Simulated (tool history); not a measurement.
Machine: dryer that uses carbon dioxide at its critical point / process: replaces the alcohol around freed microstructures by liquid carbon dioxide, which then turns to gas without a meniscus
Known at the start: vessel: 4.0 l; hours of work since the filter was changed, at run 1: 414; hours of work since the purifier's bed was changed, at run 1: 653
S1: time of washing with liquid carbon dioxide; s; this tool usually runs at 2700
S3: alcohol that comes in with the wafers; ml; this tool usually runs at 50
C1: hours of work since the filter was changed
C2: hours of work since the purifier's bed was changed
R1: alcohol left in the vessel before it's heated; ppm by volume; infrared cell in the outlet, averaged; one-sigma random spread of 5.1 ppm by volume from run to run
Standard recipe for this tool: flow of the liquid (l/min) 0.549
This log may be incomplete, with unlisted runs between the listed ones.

run 1 hour=0 | S1=2700 flow_of_the_liquid_(l/min)=0.549 S3=50 | C1=414 C2=653 | R1=211
run 2 hour=15.5 | S1=2700 flow_of_the_liquid_(l/min)=0.549 S3=50 | C1=424 C2=664 | R1=217
run 3 hour=36.7 | S1=2700 flow_of_the_liquid_(l/min)=0.549 S3=50 | C1=439 C2=678 | R1=214
-- hour=49.2 inlet filter changed
run 4 hour=66.6 | S1=2700 flow_of_the_liquid_(l/min)=0.549 S3=50 | C1=12 C2=698 | R1=202
-- hour=77.9 purifier's bed changed
run 5 hour=90.3 | S1=2700 flow_of_the_liquid_(l/min)=0.549 S3=50 | C1=26 C2=8 | R1=56
run 6 hour=120.1 | S1=2700 flow_of_the_liquid_(l/min)=0.549 S3=50 | C1=46 C2=29 | R1=63
run 7 hour=142.6 | S1=2700 flow_of_the_liquid_(l/min)=0.549 S3=50 | C1=61 C2=44 | R1=67
run 8 hour=163.1 | S1=2700 flow_of_the_liquid_(l/min)=0.549 S3=50 | C1=75 C2=58 | R1=68
run 9 hour=188.3 | S1=2700 flow_of_the_liquid_(l/min)=0.549 S3=50 | C1=92 C2=75 | R1=74
run 10 hour=206.9 | S1=2700 flow_of_the_liquid_(l/min)=0.549 S3=50 | C1=105 C2=87 | R1=75
run 11 hour=220.7 | S1=2700 flow_of_the_liquid_(l/min)=0.549 S3=50 | C1=114 C2=97 | R1=82
run 12 hour=244.8 | S1=2700 flow_of_the_liquid_(l/min)=0.49 S3=50 | C1=130 C2=113 | R1=138
run 13 hour=261.8 | S1=2700 flow_of_the_liquid_(l/min)=0.549 S3=50 | C1=142 C2=124 | R1=92
run 14 hour=282.6 | S1=2700 flow_of_the_liquid_(l/min)=0.549 S3=50 | C1=156 C2=138 | R1=96
run 15 hour=304.4 | S1=2700 flow_of_the_liquid_(l/min)=0.549 S3=50 | C1=170 C2=153 | R1=94
run 16 hour=334.2 | S1=1800 flow_of_the_liquid_(l/min)=0.556 S3=119 | C1=191 C2=173 | R1=878
run 17 hour=364.3 | S1=1800 flow_of_the_liquid_(l/min)=0.556 S3=119 | C1=211 C2=194 | R1=876
run 18 hour=390.6 | S1=1800 flow_of_the_liquid_(l/min)=0.556 S3=119 | C1=229 C2=211 | R1=867
run 19 hour=417.7 | S1=2220 flow_of_the_liquid_(l/min)=0.679 S3=69 | C1=247 C2=230 | R1=129
run 20 hour=431.9 | S1=4020 flow_of_the_liquid_(l/min)=0.679 S3=67 | C1=257 C2=239 | R1=61
run 21 hour=460.8 | S1=2520 flow_of_the_liquid_(l/min)=0.604 S3=21 | C1=276 C2=259 | R1=80
run 22 hour=482.3 | S1=2520 flow_of_the_liquid_(l/min)=0.604 S3=21 | C1=291 C2=273 | R1=90
run 23 hour=500.2 | S1=3300 flow_of_the_liquid_(l/min)=0.716 S3=31 | C1=303 C2=285 | R1=68
run 24 hour=519.7 | S1=3420 flow_of_the_liquid_(l/min)=0.554 S3=24 | C1=316 C2=299 | R1=77
run 25 hour=542.8 | S1=3420 flow_of_the_liquid_(l/min)=0.554 S3=24 | C1=332 C2=314 | R1=67
run 26 hour=575.3 | S1=3900 flow_of_the_liquid_(l/min)=0.713 S3=50 | C1=354 C2=336 | R1=67
run 27 hour=599.3 | S1=3900 flow_of_the_liquid_(l/min)=0.828 S3=50 | C1=370 C2=352 | R1=70
run 28 hour=620.8 | S1=2700 flow_of_the_liquid_(l/min)=0.583 S3=84 | C1=384 C2=367 | R1=164

Here are 5 independent what-if runs from the current tool condition. What would each one return?
run A hour=644.3 | S1=2220 flow_of_the_liquid_(l/min)=0.556 S3=50 | C1=400 C2=383 | R1=?
run B hour=644.3 | S1=2700 flow_of_the_liquid_(l/min)=0.348 S3=48 | C1=400 C2=383 | R1=?
run C hour=644.3 | S1=1860 flow_of_the_liquid_(l/min)=0.549 S3=50 | C1=400 C2=383 | R1=?
run D hour=644.3 | S1=3780 flow_of_the_liquid_(l/min)=0.505 S3=31 | C1=400 C2=383 | R1=?
run E hour=644.3 | S1=2700 flow_of_the_liquid_(l/min)=0.565 S3=37 | C1=400 C2=383 | R1=?

run=A R1=264
run=B R1=607
run=C R1=464
run=D R1=91
run=E R1=131
With the hidden condition removed and each run's random variation left untouched, the same runs would have given:
run=A R1=122
run=B R1=380
run=C R1=268
run=D R1=11
run=E R1=33
